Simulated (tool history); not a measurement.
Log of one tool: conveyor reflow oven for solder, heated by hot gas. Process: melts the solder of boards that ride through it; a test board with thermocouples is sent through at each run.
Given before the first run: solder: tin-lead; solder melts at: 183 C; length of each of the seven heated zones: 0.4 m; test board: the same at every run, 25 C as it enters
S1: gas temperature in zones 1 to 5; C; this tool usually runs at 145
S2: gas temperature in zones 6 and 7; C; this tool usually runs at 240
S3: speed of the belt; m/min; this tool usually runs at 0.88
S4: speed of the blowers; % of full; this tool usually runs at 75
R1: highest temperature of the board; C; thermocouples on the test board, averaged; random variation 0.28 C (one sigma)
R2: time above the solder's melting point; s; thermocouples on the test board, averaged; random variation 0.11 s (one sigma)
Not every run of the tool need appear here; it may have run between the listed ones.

Run 1, day 0: usual settings. Result: R1 223.3 C, R2 46 s.
Run 2, day 1.171: usual settings. Result: R1 223.2 C, R2 45.8 s.
Run 3, day 2.567: usual settings. Result: R1 222.3 C, R2 45.8 s.
Run 4, day 3.25: usual settings. Result: R1 222.8 C, R2 45.8 s.
Run 5, day 4.679: usual settings. Result: R1 222.1 C, R2 45.4 s.
Run 6, day 6.1: usual settings. Result: R1 222 C, R2 45.4 s.
Run 7, day 7.562: usual settings. Result: R1 221.9 C, R2 45.5 s.
Run 8, day 9.083: usual settings. Result: R1 221.2 C, R2 45.1 s.
At day 9.383: flux residue cleaned out of gas plates and filters.
Run 9, day 10.562: usual settings. Result: R1 223.5 C, R2 46.4 s.
Run 10, day 12.129: usual settings but S3 0.946 m/min. Result: R1 220.7 C, R2 41.5 s.
Run 11, day 12.804: usual settings but S3 0.946 m/min. Result: R1 220.1 C, R2 41.4 s.
Run 12, day 13.621: usual settings but S3 0.946 m/min. Result: R1 220.3 C, R2 41.6 s.
Run 13, day 14.454: usual settings but S3 0.946 m/min. Result: R1 220 C, R2 41.4 s.
Run 14, day 15.946: usual settings but S3 0.946 m/min. Result: R1 220.1 C, R2 41.3 s.
Run 15, day 17.025: usual settings but S1 157 C, S3 0.946 m/min. Result: R1 221.9 C, R2 45.6 s.
Run 16, day 17.946: usual settings but S1 137 C, S3 0.946 m/min. Result: R1 217.8 C, R2 38.4 s.
At day 19.217: thermocouples of zones 6 and 7 changed.
Run 17, day 19.254: usual settings but S1 146 C, S2 251 C, S3 0.946 m/min, S4 86 % of full. Result: R1 234 C, R2 46.9 s.

The next listed run, before its measurement:
At day 20.946: flux residue cleaned out of gas plates and filters.
Run 18, day 21.004: usual settings but S1 144 C, S2 233 C, S3 0.89 m/min, S4 60 % of full. Result: R1 ?, R2 ?.

{"run 18": {"R1": 216.5, "R2": 41.8}}
With no hidden state in the tool, this same run would have given R1 216.3 C, R2 41.3 s.
